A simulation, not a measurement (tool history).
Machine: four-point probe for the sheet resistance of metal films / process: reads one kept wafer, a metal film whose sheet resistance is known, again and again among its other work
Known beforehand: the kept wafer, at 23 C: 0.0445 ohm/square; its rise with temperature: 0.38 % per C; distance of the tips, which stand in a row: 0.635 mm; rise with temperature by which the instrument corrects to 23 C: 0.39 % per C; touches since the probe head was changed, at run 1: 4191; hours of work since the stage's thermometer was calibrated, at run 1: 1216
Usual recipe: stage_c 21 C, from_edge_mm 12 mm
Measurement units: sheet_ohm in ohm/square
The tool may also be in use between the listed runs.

run   hour  stage_c  from_edge_mm  touches since the probe head was changed  hours of work since the stage's thermometer was calibrated  sheet_ohm
  1      0       21            12                                      4191                                                        1216   0.044685
  2     15       21            12                                      4543                                                        1225   0.044673
  3   24.2       21            12                                      4759                                                        1230    0.04467
  4   37.3       21            12                                      5067                                                        1238   0.044673
  5   53.2       21            12                                      5439                                                        1248   0.044656
  6   63.7       21            39                                      5687                                                        1254   0.044599
  7   79.3       21            39                                      6053                                                        1264   0.044618
  8   94.5       21            39                                      6411                                                        1273   0.044586
  9  104.6       21            39                                      6646                                                        1279   0.044592
 10  114.2       21            39                                      6873                                                        1285   0.044603
 11  125.7       21            39                                      7143                                                        1292   0.044616
 12  136.8       21            39                                      7404                                                        1298   0.044622
 13  147.5       21            39                                      7655                                                        1305   0.044634
 14  156.2       21            39                                      7858                                                        1310   0.044624
 15  169.7       34            39                                      8175                                                        1318   0.044529
 16  181.9       30            10                                      8461                                                        1325   0.044651
     183.2  -- stage's thermometer calibrated
 17  197.1       20             4                                      8808                                                           8   0.045214
 18  204.4       23            18                                      8978                                                          13   0.044612
 19    216       21             4                                      9252                                                          20   0.045199
 20  222.6       28            56                                      9407                                                          24   0.044553
 21    233       28            56                                      9651                                                          30   0.044563
 22  245.9       28            56                                      9952                                                          38   0.044557
 23  260.7       28            56                                     10300                                                          47   0.044562
 24  268.1       31            57                                     10475                                                          51   0.044527
     269.6  -- stage's thermometer calibrated, once more
 25  282.8       21             4                                     10808                                                           8   0.045266
 26  294.5       21             4                                     11083                                                          15   0.045281
 27  307.2       22            11                                     11380                                                          23   0.044745

Forecast each of these 4 alternatives for the next run:
  A  319.6       20             4                                     11671                                                          30          ?
  B  319.6       19             7                                     11671                                                          30          ?
  C  319.6       32             5                                     11671                                                          30          ?
  D  319.6       25            11                                     11671                                                          30          ?

run  sheet_ohm
  A   0.045274
  B   0.044863
  C   0.044967
  D   0.044717
Had the tool no hidden state, the same runs would have come out as:
run  sheet_ohm
  A   0.045113
  B   0.044703
  C   0.044806
  D   0.044558
